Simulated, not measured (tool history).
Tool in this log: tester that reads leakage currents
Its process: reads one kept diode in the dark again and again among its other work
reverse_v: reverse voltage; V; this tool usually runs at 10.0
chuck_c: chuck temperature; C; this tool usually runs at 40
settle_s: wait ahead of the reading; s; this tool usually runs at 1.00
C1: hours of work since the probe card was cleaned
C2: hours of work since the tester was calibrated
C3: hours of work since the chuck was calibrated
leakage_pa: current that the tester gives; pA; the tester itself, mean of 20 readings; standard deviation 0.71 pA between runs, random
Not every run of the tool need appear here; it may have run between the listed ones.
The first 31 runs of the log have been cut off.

run 32 hour=768.1 | reverse_v=2.1 chuck_c=45 settle_s=5.48 | C1=791 C2=992 C3=371 | leakage_pa=184.72
run 33 hour=785.5 | reverse_v=13.5 chuck_c=29 settle_s=1.00 | C1=803 C2=1004 C3=382 | leakage_pa=113.40
run 34 hour=805.6 | reverse_v=2.0 chuck_c=44 settle_s=4.52 | C1=817 C2=1018 C3=396 | leakage_pa=167.12
run 35 hour=839.2 | reverse_v=2.0 chuck_c=44 settle_s=4.52 | C1=840 C2=1041 C3=419 | leakage_pa=168.18
run 36 hour=866.7 | reverse_v=2.0 chuck_c=44 settle_s=4.52 | C1=858 C2=1059 C3=438 | leakage_pa=168.55
run 37 hour=895.6 | reverse_v=2.0 chuck_c=44 settle_s=4.52 | C1=878 C2=1079 C3=457 | leakage_pa=168.85
run 38 hour=912.1 | reverse_v=10.0 chuck_c=53 settle_s=0.44 | C1=889 C2=1090 C3=469 | leakage_pa=682.21
run 39 hour=945.2 | reverse_v=10.0 chuck_c=53 settle_s=0.44 | C1=912 C2=1113 C3=491 | leakage_pa=684.99

Predict each of these 3 candidate next runs independently; none follows another, all start after run 39:
run A hour=976.8 | reverse_v=7.1 chuck_c=40 settle_s=2.24 | C1=933 C2=1134 C3=513 | leakage_pa=?
run B hour=976.8 | reverse_v=10.0 chuck_c=22 settle_s=0.44 | C1=933 C2=1134 C3=513 | leakage_pa=?
run C hour=976.8 | reverse_v=10.0 chuck_c=25 settle_s=0.39 | C1=933 C2=1134 C3=513 | leakage_pa=?

run=A leakage_pa=214.86
run=B leakage_pa=56.52
run=C leakage_pa=73.31
Without the tool's unlogged condition, the same runs would have read:
run=A leakage_pa=202.75
run=B leakage_pa=52.28
run=C leakage_pa=68.17
